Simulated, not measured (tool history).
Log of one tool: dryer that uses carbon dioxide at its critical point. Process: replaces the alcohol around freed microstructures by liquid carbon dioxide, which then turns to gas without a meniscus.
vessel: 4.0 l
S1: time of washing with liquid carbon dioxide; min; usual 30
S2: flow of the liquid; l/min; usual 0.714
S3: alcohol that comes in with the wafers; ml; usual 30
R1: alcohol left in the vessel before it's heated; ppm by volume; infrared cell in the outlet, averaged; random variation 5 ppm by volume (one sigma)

{"run": 1, "hour": 0.0, "S1": 30, "S2": 0.714, "S3": 30, "R1": 115}
{"run": 2, "hour": 43.8, "S1": 30, "S2": 0.539, "S3": 30, "R1": 282}
{"run": 3, "hour": 83.2, "S1": 30, "S2": 0.539, "S3": 30, "R1": 294}
{"hour": 111.7, "done": "inlet filter changed"}
{"hour": 120.7, "done": "purifier's bed changed"}
{"run": 4, "hour": 131.4, "S1": 37, "S2": 0.714, "S3": 30, "R1": 16}
{"run": 5, "hour": 173.4, "S1": 37, "S2": 0.714, "S3": 30, "R1": 21}
{"run": 6, "hour": 219.2, "S1": 30, "S2": 0.714, "S3": 30, "R1": 68}
{"run": 7, "hour": 252.1, "S1": 30, "S2": 0.714, "S3": 45, "R1": 78}
{"run": 8, "hour": 297.2, "S1": 30, "S2": 0.714, "S3": 45, "R1": 94}
{"run": 9, "hour": 316.5, "S1": 30, "S2": 0.714, "S3": 30, "R1": 72}
{"run": 10, "hour": 363.3, "S1": 30, "S2": 0.714, "S3": 30, "R1": 78}
{"run": 11, "hour": 387.8, "S1": 45, "S2": 0.714, "S3": 30, "R1": 18}
{"run": 12, "hour": 430.5, "S1": 23, "S2": 1.137, "S3": 55, "R1": 50}
{"run": 13, "hour": 453.8, "S1": 23, "S2": 1.137, "S3": 71, "R1": 59}
{"hour": 463.9, "done": "inlet filter changed"}
{"run": 14, "hour": 494.1, "S1": 34, "S2": 0.72, "S3": 41, "R1": 45}
{"run": 15, "hour": 529.4, "S1": 30, "S2": 0.495, "S3": 30, "R1": 256}
{"run": 16, "hour": 573.3, "S1": 35, "S2": 0.513, "S3": 51, "R1": 229}
{"run": 17, "hour": 615.1, "S1": 47, "S2": 0.5, "S3": 58, "R1": 87}
{"run": 18, "hour": 654.5, "S1": 27, "S2": 0.706, "S3": 119, "R1": 385}
{"run": 19, "hour": 688.1, "S1": 27, "S2": 0.706, "S3": 119, "R1": 409}
{"run": 20, "hour": 711.0, "S1": 36, "S2": 1.07, "S3": 104, "R1": 28}
{"run": 21, "hour": 749.3, "S1": 43, "S2": 0.673, "S3": 104, "R1": 70}
{"run": 22, "hour": 781.6, "S1": 43, "S2": 0.673, "S3": 104, "R1": 79}

Forecast each of these 5 alternatives for the next run:
{"hour": 811.0, "done": "inlet filter changed"}
{"run": "A", "hour": 811.0, "S1": 39, "S2": 0.714, "S3": 30, "R1": "?"}
{"hour": 811.0, "done": "inlet filter changed"}
{"run": "B", "hour": 811.0, "S1": 30, "S2": 0.714, "S3": 46, "R1": "?"}
{"hour": 811.0, "done": "inlet filter changed"}
{"run": "C", "hour": 811.0, "S1": 45, "S2": 1.117, "S3": 104, "R1": "?"}
{"hour": 811.0, "done": "inlet filter changed"}
{"run": "D", "hour": 811.0, "S1": 30, "S2": 0.714, "S3": 75, "R1": "?"}
{"hour": 811.0, "done": "inlet filter changed"}
{"run": "E", "hour": 811.0, "S1": 30, "S2": 0.96, "S3": 26, "R1": "?"}

run=A R1=50
run=B R1=98
run=C R1=30
run=D R1=132
run=E R1=38
Without the tool's hidden state the same runs would have given:
run=A R1=25
run=B R1=71
run=C R1=4
run=D R1=106
run=E R1=12
